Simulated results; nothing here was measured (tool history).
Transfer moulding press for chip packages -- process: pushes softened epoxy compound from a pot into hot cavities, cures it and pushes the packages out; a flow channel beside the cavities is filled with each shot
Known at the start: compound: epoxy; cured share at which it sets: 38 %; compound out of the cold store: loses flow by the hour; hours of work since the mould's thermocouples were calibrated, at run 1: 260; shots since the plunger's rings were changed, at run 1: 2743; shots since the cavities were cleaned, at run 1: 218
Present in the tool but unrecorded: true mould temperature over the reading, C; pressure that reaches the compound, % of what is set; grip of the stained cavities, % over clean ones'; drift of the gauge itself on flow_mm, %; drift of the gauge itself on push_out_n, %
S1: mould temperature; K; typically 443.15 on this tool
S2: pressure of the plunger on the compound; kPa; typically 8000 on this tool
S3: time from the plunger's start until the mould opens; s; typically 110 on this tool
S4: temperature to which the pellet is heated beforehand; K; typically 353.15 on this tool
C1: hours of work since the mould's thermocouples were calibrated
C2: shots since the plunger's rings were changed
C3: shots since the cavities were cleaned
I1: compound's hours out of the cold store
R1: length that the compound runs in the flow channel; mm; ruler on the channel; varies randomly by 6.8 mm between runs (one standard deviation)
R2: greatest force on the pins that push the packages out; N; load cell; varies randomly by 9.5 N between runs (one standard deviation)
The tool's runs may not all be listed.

run    hour      S1    S2   S3      S4   C1    C2   C3    I1   R1   R2
  1     0.0  443.15  8000  110  353.15  260  2743  218   9.7  932  514
  2    42.5  443.15  8000  110  353.15  279  3039  514  42.9  863  594
      102.5  -- cavities cleaned with cleaning compound and waxed
  3   113.6  443.15  8000   95  353.15  310  3525   78  32.3  869  625
  4   149.2  443.15  8000   95  353.15  326  3773  326  30.7  880  733
  5   212.3  443.15  6010   95  353.15  355  4213  766   8.0  790  869
      231.4  -- mould's thermocouples calibrated
      238.5  -- cavities cleaned with cleaning compound and waxed
  6   293.8  443.15  6010   95  353.15   27  4757  385  27.0  745  777
  7   347.7  443.15  6010   95  353.15   51  5133  761  41.6  726  879
      379.1  -- cavities cleaned with cleaning compound and waxed
  8   416.7  443.15  8000  121  353.15   82  5604  262  32.7  848  480
  9   453.6  443.15  8000  121  353.15   98  5861  519  11.0  880  543
 10   504.7  443.15  8000  121  353.15  121  6218  876  16.3  870  599
      516.8  -- cavities cleaned with cleaning compound and waxed
 11   556.5  443.15  8000  121  353.15  143  6569  277  46.7  802  465
      607.3  -- plunger's sealing rings changed
 12   641.7  443.15  8090  110  353.15  180   239  853  18.4  952  641
      652.6  -- cavities cleaned with cleaning compound and waxed
 13   713.5  443.15  8090  110  353.15  212   730  425  39.9  906  603
      786.3  -- cavities cleaned with cleaning compound and waxed
 14   788.1  443.15  8090  110  353.15  245  1240   13  21.3  937  440
 15   870.2  450.15  8000  125  346.15  281  1813  586  35.8  869  497
 16   906.8  450.15  8000  142  360.15  298  2068  841  27.4  872  529
      920.6  -- cavities cleaned with cleaning compound and waxed
 17   955.0  443.15  7170  110  347.15  319  2393  240  18.8  861  533
 18  1004.5  443.15  6980  110  353.15  341  2739  586  10.4  861  633
     1052.3  -- mould's thermocouples calibrated
     1055.9  -- cavities cleaned with cleaning compound and waxed
 19  1055.9  443.15  6390  110  353.15    1  3073    0  31.2  792  426
 20  1109.2  443.15  6390  128  359.15   25  3445  372  39.5  770  500
 21  1185.8  443.15  6390  128  359.15   59  3979  906  38.0  753  567
     1194.7  -- cavities cleaned with cleaning compound and waxed
 22  1239.2  443.15  7400  112  359.15   82  4341  310  12.1  876  538
 23  1321.6  447.15  9930  141  349.15  119  4916  885  43.9  911  546
     1330.2  -- cavities cleaned with cleaning compound and waxed
 24  1369.9  446.15  8160  129  350.15  140  5242  277  46.6  822  445
 25  1433.2  446.15  8160  129  350.15  168  5683  718  27.6  848  537
     1466.8  -- cavities cleaned with cleaning compound and waxed
 26  1508.6  446.15  8160  129  350.15  201  6199  291  23.2  842  456
 27  1567.3  442.15  6120  101  359.15  228  6609  701  24.1  738  797

Consider 4 possible next runs. They are alternatives, not a sequence: every one starts from the tool as it was left by run 27. What does each give?
     1602.0  -- cavities cleaned with cleaning compound and waxed
     1610.7  -- plunger's sealing rings changed
  A  1614.3  443.15  9660  103  354.15  247  24  68  17.7   ?   ?
     1602.0  -- cavities cleaned with cleaning compound and waxed
     1610.7  -- plunger's sealing rings changed
  B  1614.3  437.15  8340  114  353.15  247  24  68  42.8   ?   ?
     1602.0  -- cavities cleaned with cleaning compound and waxed
     1610.7  -- plunger's sealing rings changed
  C  1614.3  448.15  8000  110  353.15  247  24  68  10.4   ?   ?
     1602.0  -- cavities cleaned with cleaning compound and waxed
     1610.7  -- plunger's sealing rings changed
  D  1614.3  443.15  8000   92  358.15  247  24  68  14.2   ?   ?

run    R1   R2
  A  1049  513
  B   945  641
  C   964  403
  D   956  664
With the hidden condition removed and each run's random variation left untouched, the same runs would have given:
run    R1   R2
  A  1049  470
  B   945  588
  C   965  371
  D   957  609
